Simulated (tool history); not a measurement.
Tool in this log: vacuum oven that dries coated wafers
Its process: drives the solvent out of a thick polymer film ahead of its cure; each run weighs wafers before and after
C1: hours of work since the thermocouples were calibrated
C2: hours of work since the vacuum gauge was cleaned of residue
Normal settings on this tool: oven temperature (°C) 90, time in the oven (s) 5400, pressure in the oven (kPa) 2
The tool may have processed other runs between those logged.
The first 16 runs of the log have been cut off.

{"run": 17, "hour": 519.6, "oven temperature (°C)": 90, "time in the oven (s)": 5400, "pressure in the oven (kPa)": 7.53, "C1": 300, "C2": 884, "solvent left in the film (%)": 4.91}
{"run": 18, "hour": 557.5, "oven temperature (°C)": 88, "time in the oven (s)": 4980, "pressure in the oven (kPa)": 1.19, "C1": 322, "C2": 905, "solvent left in the film (%)": 4.04}
{"run": 19, "hour": 576.5, "oven temperature (°C)": 104, "time in the oven (s)": 9120, "pressure in the oven (kPa)": 2, "C1": 333, "C2": 916, "solvent left in the film (%)": 0.47}
{"run": 20, "hour": 612.5, "oven temperature (°C)": 103, "time in the oven (s)": 3420, "pressure in the oven (kPa)": 3.69, "C1": 353, "C2": 937, "solvent left in the film (%)": 2.05}
{"run": 21, "hour": 644.4, "oven temperature (°C)": 89, "time in the oven (s)": 3540, "pressure in the oven (kPa)": 3.01, "C1": 372, "C2": 956, "solvent left in the film (%)": 5.88}
{"run": 22, "hour": 672.5, "oven temperature (°C)": 90, "time in the oven (s)": 6300, "pressure in the oven (kPa)": 2, "C1": 388, "C2": 972, "solvent left in the film (%)": 2.63}
{"run": 23, "hour": 704.8, "oven temperature (°C)": 90, "time in the oven (s)": 6300, "pressure in the oven (kPa)": 2, "C1": 407, "C2": 990, "solvent left in the film (%)": 2.62}
{"hour": 709.5, "done": "oven's thermocouples calibrated"}
{"run": 24, "hour": 747.1, "oven temperature (°C)": 82, "time in the oven (s)": 7440, "pressure in the oven (kPa)": 3.48, "C1": 22, "C2": 1014, "solvent left in the film (%)": 4.82}
{"run": 25, "hour": 778.7, "oven temperature (°C)": 82, "time in the oven (s)": 7440, "pressure in the oven (kPa)": 3.48, "C1": 40, "C2": 1032, "solvent left in the film (%)": 4.88}
{"run": 26, "hour": 797.2, "oven temperature (°C)": 90, "time in the oven (s)": 5400, "pressure in the oven (kPa)": 3.13, "C1": 51, "C2": 1043, "solvent left in the film (%)": 3.44}
{"run": 27, "hour": 839.3, "oven temperature (°C)": 90, "time in the oven (s)": 5400, "pressure in the oven (kPa)": 3.13, "C1": 75, "C2": 1067, "solvent left in the film (%)": 3.47}
{"run": 28, "hour": 865.4, "oven temperature (°C)": 86, "time in the oven (s)": 8700, "pressure in the oven (kPa)": 4.69, "C1": 90, "C2": 1082, "solvent left in the film (%)": 3.36}
{"run": 29, "hour": 903.5, "oven temperature (°C)": 86, "time in the oven (s)": 7800, "pressure in the oven (kPa)": 6.47, "C1": 112, "C2": 1104, "solvent left in the film (%)": 4.33}
{"hour": 914.5, "done": "oven's thermocouples calibrated, once more"}
{"run": 30, "hour": 926.3, "oven temperature (°C)": 85, "time in the oven (s)": 5220, "pressure in the oven (kPa)": 6.47, "C1": 7, "C2": 1116, "solvent left in the film (%)": 6.65}
{"run": 31, "hour": 961.5, "oven temperature (°C)": 94, "time in the oven (s)": 7980, "pressure in the oven (kPa)": 1.45, "C1": 27, "C2": 1136, "solvent left in the film (%)": 1.13}
{"run": 32, "hour": 982.6, "oven temperature (°C)": 97, "time in the oven (s)": 5580, "pressure in the oven (kPa)": 3.79, "C1": 39, "C2": 1149, "solvent left in the film (%)": 2.09}
{"run": 33, "hour": 1021.6, "oven temperature (°C)": 97, "time in the oven (s)": 5580, "pressure in the oven (kPa)": 3.79, "C1": 62, "C2": 1171, "solvent left in the film (%)": 1.92}
{"run": 34, "hour": 1063.9, "oven temperature (°C)": 97, "time in the oven (s)": 7920, "pressure in the oven (kPa)": 3.79, "C1": 86, "C2": 1195, "solvent left in the film (%)": 1.42}

Alternative continuations, all from the tool just after run 34; predict every row:
{"run": "A", "hour": 1105.9, "oven temperature (°C)": 90, "time in the oven (s)": 7920, "pressure in the oven (kPa)": 3.79, "C1": 110, "C2": 1220, "solvent left in the film (%)": "?"}
{"run": "B", "hour": 1105.9, "oven temperature (°C)": 90, "time in the oven (s)": 3120, "pressure in the oven (kPa)": 2, "C1": 110, "C2": 1220, "solvent left in the film (%)": "?"}
{"run": "C", "hour": 1105.9, "oven temperature (°C)": 76, "time in the oven (s)": 2700, "pressure in the oven (kPa)": 3.36, "C1": 110, "C2": 1220, "solvent left in the film (%)": "?"}

run=A solvent_left_in_the_film_(%)=2.46
run=B solvent_left_in_the_film_(%)=6.01
run=C solvent_left_in_the_film_(%)=11.74
The same runs, with their run-to-run variation unchanged, on a tool lacking any hidden condition would have given:
run=A solvent_left_in_the_film_(%)=2.43
run=B solvent_left_in_the_film_(%)=6.14
run=C solvent_left_in_the_film_(%)=11.8
